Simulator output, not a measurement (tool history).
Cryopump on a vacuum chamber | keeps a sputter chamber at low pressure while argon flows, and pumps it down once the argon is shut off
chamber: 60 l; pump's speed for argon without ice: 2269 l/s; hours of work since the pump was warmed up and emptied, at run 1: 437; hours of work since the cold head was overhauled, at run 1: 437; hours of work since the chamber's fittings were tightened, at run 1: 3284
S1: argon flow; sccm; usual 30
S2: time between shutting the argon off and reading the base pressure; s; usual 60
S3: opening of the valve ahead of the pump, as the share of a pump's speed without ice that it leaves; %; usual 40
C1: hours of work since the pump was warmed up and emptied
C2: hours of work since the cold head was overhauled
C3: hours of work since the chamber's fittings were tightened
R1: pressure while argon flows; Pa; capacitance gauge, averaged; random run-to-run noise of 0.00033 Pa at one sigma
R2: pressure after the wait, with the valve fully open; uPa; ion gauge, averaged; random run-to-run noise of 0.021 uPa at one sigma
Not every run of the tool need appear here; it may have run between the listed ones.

{"run": 1, "day": 0.0, "S1": 30, "S2": 60, "S3": 40, "C1": 437, "C2": 437, "C3": 3284, "R1": 0.0568, "R2": 1.71}
{"run": 2, "day": 0.971, "S1": 30, "S2": 70, "S3": 40, "C1": 447, "C2": 447, "C3": 3293, "R1": 0.0574, "R2": 1.63}
{"run": 3, "day": 2.358, "S1": 30, "S2": 70, "S3": 40, "C1": 460, "C2": 460, "C3": 3307, "R1": 0.0573, "R2": 1.72}
{"run": 4, "day": 3.229, "S1": 30, "S2": 70, "S3": 40, "C1": 469, "C2": 469, "C3": 3316, "R1": 0.0576, "R2": 1.7}
{"run": 5, "day": 4.517, "S1": 30, "S2": 70, "S3": 40, "C1": 482, "C2": 482, "C3": 3329, "R1": 0.0575, "R2": 1.69}
{"run": 6, "day": 5.408, "S1": 30, "S2": 60, "S3": 40, "C1": 491, "C2": 491, "C3": 3337, "R1": 0.0563, "R2": 1.78}
{"run": 7, "day": 6.554, "S1": 30, "S2": 60, "S3": 40, "C1": 502, "C2": 502, "C3": 3349, "R1": 0.057, "R2": 1.78}
{"run": 8, "day": 7.229, "S1": 30, "S2": 60, "S3": 40, "C1": 509, "C2": 509, "C3": 3356, "R1": 0.058, "R2": 1.79}
{"run": 9, "day": 8.525, "S1": 18, "S2": 60, "S3": 40, "C1": 522, "C2": 522, "C3": 3368, "R1": 0.0345, "R2": 1.78}
{"run": 10, "day": 9.671, "S1": 18, "S2": 60, "S3": 40, "C1": 533, "C2": 533, "C3": 3380, "R1": 0.0343, "R2": 1.77}
{"run": 11, "day": 10.854, "S1": 56, "S2": 60, "S3": 40, "C1": 545, "C2": 545, "C3": 3392, "R1": 0.1083, "R2": 1.78}
{"run": 12, "day": 11.883, "S1": 56, "S2": 60, "S3": 40, "C1": 555, "C2": 555, "C3": 3402, "R1": 0.1075, "R2": 1.8}
{"run": 13, "day": 12.771, "S1": 56, "S2": 60, "S3": 40, "C1": 564, "C2": 564, "C3": 3411, "R1": 0.1076, "R2": 1.86}
{"run": 14, "day": 13.638, "S1": 46, "S2": 60, "S3": 40, "C1": 573, "C2": 573, "C3": 3419, "R1": 0.0889, "R2": 1.79}
{"run": 15, "day": 14.546, "S1": 30, "S2": 52, "S3": 40, "C1": 582, "C2": 582, "C3": 3428, "R1": 0.0583, "R2": 1.84}
{"run": 16, "day": 15.671, "S1": 30, "S2": 52, "S3": 40, "C1": 593, "C2": 593, "C3": 3440, "R1": 0.0584, "R2": 1.89}
{"run": 17, "day": 16.612, "S1": 30, "S2": 52, "S3": 40, "C1": 602, "C2": 602, "C3": 3449, "R1": 0.0577, "R2": 1.91}
{"run": 18, "day": 17.596, "S1": 26, "S2": 58, "S3": 40, "C1": 612, "C2": 612, "C3": 3459, "R1": 0.0502, "R2": 1.84}
{"run": 19, "day": 18.742, "S1": 26, "S2": 58, "S3": 40, "C1": 624, "C2": 624, "C3": 3470, "R1": 0.0502, "R2": 1.8}
{"run": 20, "day": 19.546, "S1": 26, "S2": 58, "S3": 40, "C1": 632, "C2": 632, "C3": 3478, "R1": 0.0502, "R2": 1.85}
{"run": 21, "day": 20.808, "S1": 26, "S2": 58, "S3": 40, "C1": 644, "C2": 644, "C3": 3491, "R1": 0.0494, "R2": 1.86}
{"run": 22, "day": 22.029, "S1": 36, "S2": 126, "S3": 54, "C1": 656, "C2": 656, "C3": 3503, "R1": 0.0525, "R2": 1.65}
{"run": 23, "day": 23.104, "S1": 36, "S2": 126, "S3": 54, "C1": 667, "C2": 667, "C3": 3514, "R1": 0.0518, "R2": 1.72}
{"run": 24, "day": 23.971, "S1": 17, "S2": 55, "S3": 37, "C1": 676, "C2": 676, "C3": 3522, "R1": 0.0348, "R2": 1.93}
{"run": 25, "day": 24.938, "S1": 21, "S2": 146, "S3": 55, "C1": 685, "C2": 685, "C3": 3532, "R1": 0.0304, "R2": 1.68}
{"run": 26, "day": 26.296, "S1": 20, "S2": 21, "S3": 35, "C1": 699, "C2": 699, "C3": 3545, "R1": 0.0442, "R2": 2.47}
{"run": 27, "day": 27.283, "S1": 20, "S2": 51, "S3": 35, "C1": 709, "C2": 709, "C3": 3555, "R1": 0.0442, "R2": 1.97}
{"run": 28, "day": 28.079, "S1": 30, "S2": 51, "S3": 52, "C1": 717, "C2": 717, "C3": 3563, "R1": 0.0455, "R2": 1.99}
{"run": 29, "day": 29.204, "S1": 30, "S2": 51, "S3": 52, "C1": 728, "C2": 728, "C3": 3574, "R1": 0.0453, "R2": 1.94}
{"run": 30, "day": 30.142, "S1": 29, "S2": 60, "S3": 33, "C1": 737, "C2": 737, "C3": 3584, "R1": 0.0679, "R2": 2.0}
{"run": 31, "day": 30.971, "S1": 29, "S2": 60, "S3": 33, "C1": 745, "C2": 745, "C3": 3592, "R1": 0.0676, "R2": 1.88}
{"run": 32, "day": 32.104, "S1": 29, "S2": 60, "S3": 33, "C1": 757, "C2": 757, "C3": 3603, "R1": 0.068, "R2": 1.92}
{"run": 33, "day": 33.446, "S1": 12, "S2": 30, "S3": 59, "C1": 770, "C2": 770, "C3": 3617, "R1": 0.0164, "R2": 2.25}

What if the next run were any one of these 4? Each begins from the tool's condition after run 33:
{"run": "A", "day": 34.612, "S1": 21, "S2": 67, "S3": 18, "C1": 782, "C2": 782, "C3": 3628, "R1": "?", "R2": "?"}
{"run": "B", "day": 34.612, "S1": 22, "S2": 60, "S3": 40, "C1": 782, "C2": 782, "C3": 3628, "R1": "?", "R2": "?"}
{"run": "C", "day": 34.612, "S1": 53, "S2": 65, "S3": 43, "C1": 782, "C2": 782, "C3": 3628, "R1": "?", "R2": "?"}
{"run": "D", "day": 34.612, "S1": 35, "S2": 115, "S3": 19, "C1": 782, "C2": 782, "C3": 3628, "R1": "?", "R2": "?"}

run=A R1=0.0884 R2=1.94
run=B R1=0.0426 R2=1.90
run=C R1=0.0961 R2=1.92
run=D R1=0.1396 R2=1.73
What these runs would have given with no unlogged condition in the tool:
run=A R1=0.0865 R2=0.45
run=B R1=0.0407 R2=0.47
run=C R1=0.0915 R2=0.44
run=D R1=0.1366 R2=0.29
